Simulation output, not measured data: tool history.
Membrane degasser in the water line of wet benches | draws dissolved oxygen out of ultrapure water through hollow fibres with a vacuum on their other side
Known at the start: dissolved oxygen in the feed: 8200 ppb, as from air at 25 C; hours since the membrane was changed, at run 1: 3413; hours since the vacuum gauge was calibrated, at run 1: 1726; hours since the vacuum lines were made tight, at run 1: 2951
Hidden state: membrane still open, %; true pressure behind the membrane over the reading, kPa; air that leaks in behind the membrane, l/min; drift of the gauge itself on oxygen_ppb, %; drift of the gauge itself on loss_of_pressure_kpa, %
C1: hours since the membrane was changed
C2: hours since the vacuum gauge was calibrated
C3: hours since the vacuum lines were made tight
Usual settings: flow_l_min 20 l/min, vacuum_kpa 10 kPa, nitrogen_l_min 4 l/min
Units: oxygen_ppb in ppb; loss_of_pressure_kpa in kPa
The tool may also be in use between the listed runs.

Run 1, hour 0: usual settings; C1 3413; C2 1726; C3 2951. Result: oxygen_ppb 119 ppb, loss_of_pressure_kpa 30.62 kPa.
Run 2, hour 72.1: usual settings; C1 3485; C2 1798; C3 3023. Result: oxygen_ppb 119.5 ppb, loss_of_pressure_kpa 30.48 kPa.
Run 3, hour 123.6: usual settings; C1 3537; C2 1850; C3 3074. Result: oxygen_ppb 119.1 ppb, loss_of_pressure_kpa 30.58 kPa.
Run 4, hour 175.8: usual settings; C1 3589; C2 1902; C3 3126. Result: oxygen_ppb 120.2 ppb, loss_of_pressure_kpa 30.57 kPa.
Run 5, hour 235.7: usual settings; C1 3649; C2 1962; C3 3186. Result: oxygen_ppb 123.7 ppb, loss_of_pressure_kpa 30.57 kPa.
Run 6, hour 304.7: usual settings; C1 3718; C2 2031; C3 3255. Result: oxygen_ppb 118.4 ppb, loss_of_pressure_kpa 30.54 kPa.
Run 7, hour 361: usual settings but nitrogen_l_min 4.26 l/min; C1 3774; C2 2087; C3 3312. Result: oxygen_ppb 114.4 ppb, loss_of_pressure_kpa 30.59 kPa.
Run 8, hour 445.2: usual settings but flow_l_min 18 l/min; C1 3858; C2 2171; C3 3396. Result: oxygen_ppb 99.3 ppb, loss_of_pressure_kpa 27.49 kPa.
Run 9, hour 519.9: usual settings but flow_l_min 18 l/min; C1 3933; C2 2246; C3 3471. Result: oxygen_ppb 97.7 ppb, loss_of_pressure_kpa 27.28 kPa.
Run 10, hour 587.3: usual settings but flow_l_min 18 l/min; C1 4000; C2 2313; C3 3538. Result: oxygen_ppb 98.5 ppb, loss_of_pressure_kpa 27.55 kPa.
Run 11, hour 670.9: usual settings but flow_l_min 18 l/min; C1 4084; C2 2397; C3 3621. Result: oxygen_ppb 100.3 ppb, loss_of_pressure_kpa 27.42 kPa.
Run 12, hour 743.1: usual settings but flow_l_min 18 l/min, vacuum_kpa 8.6 kPa; C1 4156; C2 2469; C3 3694. Result: oxygen_ppb 82.5 ppb, loss_of_pressure_kpa 27.35 kPa.
Run 13, hour 801.3: usual settings but flow_l_min 18 l/min, vacuum_kpa 8.6 kPa; C1 4214; C2 2527; C3 3752. Result: oxygen_ppb 85.1 ppb, loss_of_pressure_kpa 27.98 kPa.
Run 14, hour 853.9: usual settings but vacuum_kpa 11.5 kPa; C1 4267; C2 2580; C3 3804. Result: oxygen_ppb 138.3 ppb, loss_of_pressure_kpa 30.75 kPa.
Run 15, hour 891.5: usual settings but flow_l_min 25 l/min, vacuum_kpa 16.6 kPa; C1 4304; C2 2617; C3 3842. Result: oxygen_ppb 279.2 ppb, loss_of_pressure_kpa 38.24 kPa.
Run 16, hour 972.6: usual settings; C1 4386; C2 2699; C3 3923. Result: oxygen_ppb 119.4 ppb, loss_of_pressure_kpa 30.64 kPa.
Run 17, hour 1029.1: usual settings but vacuum_kpa 13 kPa, nitrogen_l_min 4.67 l/min; C1 4442; C2 2755; C3 3980. Result: oxygen_ppb 140.3 ppb, loss_of_pressure_kpa 30.83 kPa.
Run 18, hour 1094.2: usual settings but vacuum_kpa 13 kPa, nitrogen_l_min 4.67 l/min; C1 4507; C2 2820; C3 4045. Result: oxygen_ppb 141.6 ppb, loss_of_pressure_kpa 30.62 kPa.
At hour 1114.3: seals of the vacuum lines changed.
Run 19, hour 1161.1: usual settings but flow_l_min 21 l/min, vacuum_kpa 13 kPa, nitrogen_l_min 2.71 l/min; C1 4572; C2 2885; C3 47. Result: oxygen_ppb 226.8 ppb, loss_of_pressure_kpa 32.23 kPa.
Run 20, hour 1231: usual settings but flow_l_min 19 l/min, vacuum_kpa 10.7 kPa, nitrogen_l_min 1.86 l/min; C1 4642; C2 2955; C3 117. Result: oxygen_ppb 209.4 ppb, loss_of_pressure_kpa 29.18 kPa.
Run 21, hour 1315.3: usual settings but flow_l_min 16 l/min, vacuum_kpa 9.6 kPa, nitrogen_l_min 9.91 l/min; C1 4726; C2 3039; C3 201. Result: oxygen_ppb 41.1 ppb, loss_of_pressure_kpa 24.54 kPa.
Run 22, hour 1398.6: usual settings but flow_l_min 16 l/min, vacuum_kpa 9.6 kPa, nitrogen_l_min 9.91 l/min; C1 4810; C2 3123; C3 284. Result: oxygen_ppb 40.3 ppb, loss_of_pressure_kpa 24.52 kPa.
Run 23, hour 1440: usual settings but flow_l_min 16 l/min, vacuum_kpa 9.6 kPa, nitrogen_l_min 9.91 l/min; C1 4851; C2 3164; C3 326. Result: oxygen_ppb 40.9 ppb, loss_of_pressure_kpa 24.52 kPa.
Run 24, hour 1507: usual settings but flow_l_min 15 l/min, nitrogen_l_min 5 l/min; C1 4918; C2 3231; C3 393. Result: oxygen_ppb 61.5 ppb, loss_of_pressure_kpa 23.11 kPa.
Run 25, hour 1559.3: usual settings but flow_l_min 13 l/min, vacuum_kpa 9.2 kPa, nitrogen_l_min 8.22 l/min; C1 4970; C2 3283; C3 445. Result: oxygen_ppb 29.4 ppb, loss_of_pressure_kpa 20.15 kPa.
Run 26, hour 1601.3: usual settings but flow_l_min 15 l/min, nitrogen_l_min 3.49 l/min; C1 5012; C2 3325; C3 487. Result: oxygen_ppb 82.5 ppb, loss_of_pressure_kpa 22.92 kPa.
At hour 1632.4: vacuum gauge calibrated.
Run 27, hour 1652.9: usual settings but flow_l_min 18 l/min, vacuum_kpa 16.3 kPa, nitrogen_l_min 4.04 l/min; C1 5063; C2 20; C3 538. Result: oxygen_ppb 166.1 ppb, loss_of_pressure_kpa 27.58 kPa.

Forecast each of these 4 alternatives for the next run:
Run A, hour 1714.9: usual settings but flow_l_min 29 l/min, vacuum_kpa 16.3 kPa, nitrogen_l_min 3.54 l/min; C1 5125; C2 82; C3 600. Result: oxygen_ppb ?, loss_of_pressure_kpa ?.
Run B, hour 1714.9: usual settings but flow_l_min 14 l/min, vacuum_kpa 9.6 kPa, nitrogen_l_min 4.81 l/min; C1 5125; C2 82; C3 600. Result: oxygen_ppb ?, loss_of_pressure_kpa ?.
Run C, hour 1714.9: usual settings but flow_l_min 14 l/min, vacuum_kpa 24.9 kPa, nitrogen_l_min 4.04 l/min; C1 5125; C2 82; C3 600. Result: oxygen_ppb ?, loss_of_pressure_kpa ?.
Run D, hour 1714.9: usual settings but flow_l_min 15 l/min, vacuum_kpa 13.9 kPa, nitrogen_l_min 4.11 l/min; C1 5125; C2 82; C3 600. Result: oxygen_ppb ?, loss_of_pressure_kpa ?.

run  oxygen_ppb  loss_of_pressure_kpa
  A       376.7                 44.57
  B        54.3                 21.53
  C       192.8                 21.29
  D       105.4                 23.09
Without the tool's hidden state the same runs would have given:
run  oxygen_ppb  loss_of_pressure_kpa
  A       376.4                 44.55
  B        54.3                 21.52
  C       192.7                 21.28
  D       105.3                 23.08
